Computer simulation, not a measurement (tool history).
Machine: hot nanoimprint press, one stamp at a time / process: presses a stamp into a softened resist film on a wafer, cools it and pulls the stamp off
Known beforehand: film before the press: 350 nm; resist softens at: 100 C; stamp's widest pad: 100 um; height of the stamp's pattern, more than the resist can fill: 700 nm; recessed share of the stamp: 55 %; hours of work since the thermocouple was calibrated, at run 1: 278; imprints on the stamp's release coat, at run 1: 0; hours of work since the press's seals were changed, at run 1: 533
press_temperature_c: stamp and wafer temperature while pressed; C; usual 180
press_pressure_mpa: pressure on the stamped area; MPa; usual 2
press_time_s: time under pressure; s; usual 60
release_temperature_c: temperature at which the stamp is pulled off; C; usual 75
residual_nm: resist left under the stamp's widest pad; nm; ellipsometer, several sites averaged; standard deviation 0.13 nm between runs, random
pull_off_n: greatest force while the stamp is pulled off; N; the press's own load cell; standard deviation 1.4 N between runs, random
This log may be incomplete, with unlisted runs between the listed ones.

run	hour	press_temperature_c	press_pressure_mpa	press_time_s	release_temperature_c	hours of work since the thermocouple was calibrated	imprints on the stamp's release coat	hours of work since the press's seals were changed	residual_nm	pull_off_n
1	0	180	2	60	75	278	0	533	191.4	222
2	57.8	180	2	60	75	302	148	557	191	222
3	128.7	180	2	60	75	332	329	586	191.2	226
4	170	180	2	60	75	349	435	603	191	230
# hour 194.6: plate thermocouple calibrated
5	221.2	180	2	79	75	11	558	623	179.5	233
6	276.2	180	2	60	75	34	699	646	195.1	237
7	328.6	180	2.05	60	75	55	833	668	192.4	239
8	367.3	180	2.05	60	75	71	932	684	192.3	240
9	426.5	180	2.05	45	75	96	1084	708	209.1	246
10	487.3	180	2.12	45	75	121	1240	733	205.6	247
11	559.4	180	2	60	67	151	1424	763	194.2	271
12	626.7	180	2	89	75	179	1596	791	171.7	254
# hour 668.2: stamp cleaned and given a new release coat
13	697.4	180	2	89	75	206	75	818	171.4	222
# hour 733: press's hydraulic seals changed and the load cell set to zero
14	752.3	174	2	60	75	225	195	8	222.8	225
15	809.5	174	2	60	75	249	342	32	222.6	231
16	881.2	180	1.38	47	75	278	525	61	239.8	230
17	918.6	180	1.38	47	75	294	621	77	239.9	232
18	966.3	180	2	119	68	314	743	97	152.3	255
19	1011	180	2	79	75	332	858	115	173.9	237
20	1051.9	171	2	79	75	349	962	132	223	240
# hour 1075.6: plate thermocouple calibrated
21	1119.8	187	1.44	72	70	18	1128	159	180.2	258
22	1185.4	183	1.44	72	70	45	1296	186	199.2	260
23	1231.2	183	1.44	72	70	64	1413	205	199.2	262
24	1274	182	2	60	65	82	1523	223	183.2	280
25	1313.7	172	1.3	80	61	99	1625	239	260.7	288
# hour 1342.2: stamp cleaned and given a new release coat
26	1365.1	169	2.36	62	75	117	59	258	236.9	225
27	1404.3	182	2.54	60	78	134	159	274	161	220
28	1473.7	180	2	58	75	162	337	303	194.6	230
29	1526	191	1.43	43	75	184	471	324	190.7	232
30	1560.9	180	1.94	60	69	198	560	339	195.3	247

Across each entry between runs, compare the hidden state at the last listed run before it with the hidden state at the first listed run after it:
After run 4, before run 5: plate thermocouple calibrated (hour 194.6)
  true temperature over the reading, C: 0.84 -> 0.02; pressure that arrives at the usual setting, %: 97.48 -> 97.43; grip of the stamp's worn release coat, % over a new coat's: 3.7 -> 4.8
  the result without the hidden state subtracted from the measured one, residual_nm: -1.9 -> +2.4 nm; pull_off_n: +6 -> +11 N
After run 12, before run 13: stamp cleaned and given a new release coat (hour 668.2)
  true temperature over the reading, C: 0.37 -> 0.42; pressure that arrives at the usual setting, %: 96.96 -> 96.89; grip of the stamp's worn release coat, % over a new coat's: 13.9 -> 0.6
  the result without the hidden state subtracted from the measured one, residual_nm: +1.1 -> +0.8 nm; pull_off_n: +30 -> +1 N
After run 13, before run 14: press's hydraulic seals changed and the load cell set to zero (hour 733)
  true temperature over the reading, C: 0.42 -> 0.45; pressure that arrives at the usual setting, %: 96.89 -> 100.09; grip of the stamp's worn release coat, % over a new coat's: 0.6 -> 1.7
  the result without the hidden state subtracted from the measured one, residual_nm: +0.8 -> -2.7 nm; pull_off_n: +1 -> +3 N
After run 20, before run 21: plate thermocouple calibrated (hour 1075.6)
  true temperature over the reading, C: 0.69 -> -0.15; pressure that arrives at the usual setting, %: 99.77 -> 99.69; grip of the stamp's worn release coat, % over a new coat's: 8.3 -> 9.8
  the result without the hidden state subtracted from the measured one, residual_nm: -3.9 -> +0.9 nm; pull_off_n: +17 -> +23 N
After run 25, before run 26: stamp cleaned and given a new release coat (hour 1342.2)
  true temperature over the reading, C: 0 -> 0.04; pressure that arrives at the usual setting, %: 99.47 -> 99.41; grip of the stamp's worn release coat, % over a new coat's: 14.2 -> 0.5
  the result without the hidden state subtracted from the measured one, residual_nm: +0.2 -> +0.4 nm; pull_off_n: +35 -> +1 N
